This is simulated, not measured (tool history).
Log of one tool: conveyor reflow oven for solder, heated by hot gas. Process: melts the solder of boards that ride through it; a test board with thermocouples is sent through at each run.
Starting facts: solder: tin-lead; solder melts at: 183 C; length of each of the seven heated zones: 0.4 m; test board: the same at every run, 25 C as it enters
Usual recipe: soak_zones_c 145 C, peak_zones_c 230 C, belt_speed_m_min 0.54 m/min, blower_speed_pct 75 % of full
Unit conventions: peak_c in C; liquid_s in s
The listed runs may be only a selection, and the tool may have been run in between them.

{"run": 1, "hour": 0.0, "soak_zones_c": 145, "peak_zones_c": 230, "belt_speed_m_min": 0.54, "blower_speed_pct": 75, "peak_c": 212.2, "liquid_s": 64.8}
{"run": 2, "hour": 13.1, "soak_zones_c": 145, "peak_zones_c": 230, "belt_speed_m_min": 0.54, "blower_speed_pct": 75, "peak_c": 212.2, "liquid_s": 64.9}
{"run": 3, "hour": 36.1, "soak_zones_c": 145, "peak_zones_c": 230, "belt_speed_m_min": 0.54, "blower_speed_pct": 75, "peak_c": 212.2, "liquid_s": 64.6}
{"run": 4, "hour": 61.6, "soak_zones_c": 145, "peak_zones_c": 230, "belt_speed_m_min": 0.54, "blower_speed_pct": 75, "peak_c": 212, "liquid_s": 64.6}
{"run": 5, "hour": 82.1, "soak_zones_c": 145, "peak_zones_c": 230, "belt_speed_m_min": 0.54, "blower_speed_pct": 75, "peak_c": 212.2, "liquid_s": 64.7}
{"run": 6, "hour": 108.5, "soak_zones_c": 145, "peak_zones_c": 230, "belt_speed_m_min": 0.54, "blower_speed_pct": 75, "peak_c": 212.1, "liquid_s": 64.9}
{"run": 7, "hour": 120.7, "soak_zones_c": 145, "peak_zones_c": 230, "belt_speed_m_min": 0.54, "blower_speed_pct": 75, "peak_c": 212.2, "liquid_s": 64.8}
{"run": 8, "hour": 140.5, "soak_zones_c": 145, "peak_zones_c": 230, "belt_speed_m_min": 0.54, "blower_speed_pct": 75, "peak_c": 212.1, "liquid_s": 64.5}
{"run": 9, "hour": 159.9, "soak_zones_c": 145, "peak_zones_c": 230, "belt_speed_m_min": 0.54, "blower_speed_pct": 75, "peak_c": 211.9, "liquid_s": 64.6}
{"run": 10, "hour": 171.0, "soak_zones_c": 145, "peak_zones_c": 230, "belt_speed_m_min": 0.54, "blower_speed_pct": 75, "peak_c": 212.1, "liquid_s": 64.3}
{"run": 11, "hour": 195.2, "soak_zones_c": 145, "peak_zones_c": 230, "belt_speed_m_min": 0.54, "blower_speed_pct": 75, "peak_c": 212.1, "liquid_s": 64.8}
{"run": 12, "hour": 210.3, "soak_zones_c": 145, "peak_zones_c": 243, "belt_speed_m_min": 0.54, "blower_speed_pct": 64, "peak_c": 219.7, "liquid_s": 71.4}
{"run": 13, "hour": 223.2, "soak_zones_c": 145, "peak_zones_c": 230, "belt_speed_m_min": 0.54, "blower_speed_pct": 58, "peak_c": 207.8, "liquid_s": 58.1}
{"hour": 229.2, "done": "belt drive overhauled, speed set with a stopwatch"}
{"run": 14, "hour": 247.1, "soak_zones_c": 134, "peak_zones_c": 239, "belt_speed_m_min": 0.584, "blower_speed_pct": 56, "peak_c": 208.3, "liquid_s": 49.5}
{"hour": 272.0, "done": "belt drive overhauled, speed set with a stopwatch, once more"}
{"run": 15, "hour": 277.6, "soak_zones_c": 134, "peak_zones_c": 239, "belt_speed_m_min": 0.598, "blower_speed_pct": 75, "peak_c": 212.2, "liquid_s": 52.2}
{"run": 16, "hour": 293.1, "soak_zones_c": 130, "peak_zones_c": 227, "belt_speed_m_min": 0.476, "blower_speed_pct": 71, "peak_c": 209.2, "liquid_s": 62.3}

Forecast run 17:
{"run": 17, "hour": 304.7, "soak_zones_c": 145, "peak_zones_c": 227, "belt_speed_m_min": 0.615, "blower_speed_pct": 75, "peak_c": "?", "liquid_s": "?"}

Run 17 gave peak_c 204.6 C, liquid_s 46.3 s.
Minus the tool's unlogged condition, the same run would have read peak_c 205.4 C, liquid_s 47.5 s.
